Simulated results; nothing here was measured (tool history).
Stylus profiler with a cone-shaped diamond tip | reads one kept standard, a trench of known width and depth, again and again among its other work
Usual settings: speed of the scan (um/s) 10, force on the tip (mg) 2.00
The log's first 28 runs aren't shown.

run    hour  speed of the scan (um/s)  force on the tip (mg)  scans with this tip  hours of work since the height scale was calibrated  depth of the trench (nm)  width of the trench's floor (um)
 29  1375.2                        10                   3.37                22735                                                  159                   1017.78                             15.92
 30  1421.2                        11                   1.15                23145                                                  194                   1009.05                             15.90
 31  1480.9                        10                   4.87                23675                                                  238                   1022.19                             15.96
 32  1521.1                         9                   1.51                24033                                                  268                   1010.25                             15.91
 33  1548.9                         9                   1.51                24280                                                  288                   1010.14                             15.88
 34  1575.9                         6                   0.74                24520                                                  308                   1006.19                             15.92
 35  1639.4                         8                   1.15                25085                                                  355                   1008.76                             15.88
 36  1700.9                        10                   4.74                25631                                                  401                   1022.16                             15.96
 37  1761.1                        10                   0.99                26167                                                  446                   1007.54                             15.87
 38  1803.1                         7                   4.89                26541                                                  477                   1022.60                             15.92
 39  1857.4                         3                   2.00                27024                                                  517                   1012.62                             15.99
 40  1902.6                         3                   2.00                27425                                                  551                   1012.22                             15.92
 41  1945.3                         4                   3.78                27805                                                  582                   1018.68                             15.99
 42  2008.6                        11                   5.38                28368                                                  629                   1023.71                             15.95
 43  2065.4                        11                   5.38                28874                                                  672                   1024.11                             15.96
 44  2094.8                         8                   1.10                29135                                                  693                   1008.06                             15.94

Forecast run 45:
 45  2161.1                        18                   2.26                29725                                                  743                         ?                                 ?

depth of the trench (nm): 1013.65
width of the trench's floor (um): 15.85
Without the tool's hidden state the same run would have given depth of the trench (nm) 1013.62, width of the trench's floor (um) 15.87.

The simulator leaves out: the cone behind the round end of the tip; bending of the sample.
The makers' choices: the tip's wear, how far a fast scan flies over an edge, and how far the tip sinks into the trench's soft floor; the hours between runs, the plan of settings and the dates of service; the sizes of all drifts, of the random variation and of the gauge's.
